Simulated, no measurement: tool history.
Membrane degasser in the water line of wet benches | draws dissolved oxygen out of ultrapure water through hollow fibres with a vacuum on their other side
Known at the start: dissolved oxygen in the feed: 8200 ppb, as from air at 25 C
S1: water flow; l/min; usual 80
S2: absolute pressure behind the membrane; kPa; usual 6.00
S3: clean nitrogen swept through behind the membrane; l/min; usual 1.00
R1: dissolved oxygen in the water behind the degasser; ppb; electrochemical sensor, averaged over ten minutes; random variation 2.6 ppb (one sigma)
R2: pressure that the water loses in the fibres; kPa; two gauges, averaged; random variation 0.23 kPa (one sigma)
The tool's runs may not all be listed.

run	hour	S1	S2	S3	R1	R2
1	0.0	80	6.00	1.00	378.9	60.82
2	129.2	80	6.00	1.00	384.8	60.71
3	310.3	80	6.00	1.00	377.5	60.48
4	489.7	80	6.00	1.00	379.1	60.62
5	675.7	80	6.00	1.00	377.9	61.02
6	836.9	80	6.00	1.00	378.9	61.09
7	1037.7	80	6.00	1.00	378.1	60.79
8	1188.4	80	6.00	1.00	381.9	60.85
9	1289.5	80	6.00	1.00	379.3	61.02
10	1469.6	80	6.00	1.00	386.3	60.80
11	1582.2	80	6.00	1.00	380.1	60.94
12	1772.8	80	6.00	1.00	385.0	60.76
13	1960.6	80	6.00	1.00	392.8	60.98
14	2187.4	80	6.00	1.00	384.4	61.01
15	2383.9	73	6.00	1.00	365.0	55.69
# hour 2398.3: vacuum gauge calibrated
16	2617.8	110	3.90	1.33	151.1	84.07
17	2754.0	75	5.27	0.51	435.1	57.02
18	2932.2	75	7.46	0.52	794.9	56.92
19	3150.3	75	7.46	0.52	797.0	57.19
# hour 3322.2: vacuum gauge calibrated, once more
20	3327.0	75	7.46	0.52	765.9	57.44
21	3518.7	78	14.31	0.52	1879.7	59.84
22	3674.2	54	14.64	0.71	1308.6	41.29
23	3810.2	54	14.64	0.71	1305.4	41.30
24	3929.6	54	14.64	0.71	1311.9	41.31
25	4144.5	56	14.47	1.00	1047.6	43.03
26	4376.2	53	11.96	1.00	807.5	40.79
27	4504.4	106	5.60	0.63	497.4	80.97
28	4626.0	106	6.31	2.64	263.5	81.12
29	4834.8	50	6.00	0.92	280.9	38.35

Measured less the same run without the tool's hidden state. The same run-to-run variation is in both; the gauge's scatter may not be:
The hidden state here: membrane still open, %; true pressure behind the membrane over the reading, kPa; air that leaks in behind the membrane, l/min; drift of the gauge itself on oxygen_ppb, %; drift of the gauge itself on loss_of_pressure_kpa, %.
run	R1	R2
1	+11.6	+0.39
2	+12.4	+0.41
3	+13.0	+0.44
4	+13.7	+0.48
5	+14.5	+0.51
6	+15.2	+0.53
7	+16.0	+0.56
8	+16.8	+0.58
9	+17.1	+0.61
10	+18.2	+0.63
11	+18.3	+0.66
12	+19.3	+0.69
13	+20.4	+0.72
14	+20.9	+0.76
15	+20.6	+0.72
16	+34.6	+1.14
17	+43.6	+0.80
18	+38.7	+0.83
19	+39.8	+0.87
20	-5.7	+0.89
21	-10.9	+0.96
22	-3.3	+0.68
23	-2.8	+0.70
24	-2.5	+0.71
25	+1.0	+0.77
26	+2.1	+0.75
27	+6.0	+1.53
28	+5.3	+1.55
29	+4.2	+0.76
